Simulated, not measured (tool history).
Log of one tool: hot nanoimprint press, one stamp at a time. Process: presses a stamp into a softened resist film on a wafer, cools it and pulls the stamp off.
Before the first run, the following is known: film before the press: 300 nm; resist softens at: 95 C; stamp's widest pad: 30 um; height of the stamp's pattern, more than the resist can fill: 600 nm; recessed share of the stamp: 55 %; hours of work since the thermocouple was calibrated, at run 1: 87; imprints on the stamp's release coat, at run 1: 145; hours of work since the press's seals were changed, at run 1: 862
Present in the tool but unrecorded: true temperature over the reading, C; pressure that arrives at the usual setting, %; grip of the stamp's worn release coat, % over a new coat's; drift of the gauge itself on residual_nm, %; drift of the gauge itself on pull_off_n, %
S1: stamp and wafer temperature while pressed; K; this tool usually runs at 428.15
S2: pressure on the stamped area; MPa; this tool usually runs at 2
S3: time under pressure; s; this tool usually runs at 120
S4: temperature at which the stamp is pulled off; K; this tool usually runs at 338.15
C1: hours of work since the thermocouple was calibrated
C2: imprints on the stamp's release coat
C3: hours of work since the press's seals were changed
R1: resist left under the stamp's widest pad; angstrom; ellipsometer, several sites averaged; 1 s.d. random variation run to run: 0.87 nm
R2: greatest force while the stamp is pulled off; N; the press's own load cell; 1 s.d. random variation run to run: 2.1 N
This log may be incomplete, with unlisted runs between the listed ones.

run   hour      S1  S2   S3      S4   C1   C2   C3    R1   R2
  1    0.0  428.15   2  120  338.15   87  145  862  1526  140
  2   33.0  428.15   2  120  338.15  101  218  877  1528  138
  3   60.9  428.15   2  120  338.15  113  281  889  1546  145
  4   94.5  428.15   2  120  338.15  128  356  904  1542  140
  5  129.5  428.15   2  120  338.15  144  434  919  1537  139
  6  183.4  428.15   2  120  338.15  167  555  943  1536  141
  7  219.5  428.15   2  120  338.15  183  635  958  1531  139
     234.8  -- press's hydraulic seals changed and the load cell set to zero
  8  278.5  428.15   2  115  338.15  205  749   19  1568  142
     292.0  -- stamp cleaned and given a new release coat
  9  329.2  428.15   2  120  338.15  225   83   39  1543  142
 10  367.3  428.15   2  120  338.15  242  168   55  1550  141

What does the tool deliver on the next run?
 11  408.7  428.15   2  120  338.15  260  261  74   ?   ?

R1: 1550 angstrom
R2: 144 N
On a tool with no hidden condition, and with the same random variation, this run would have come out at R1 1520 angstrom, R2 143 N.
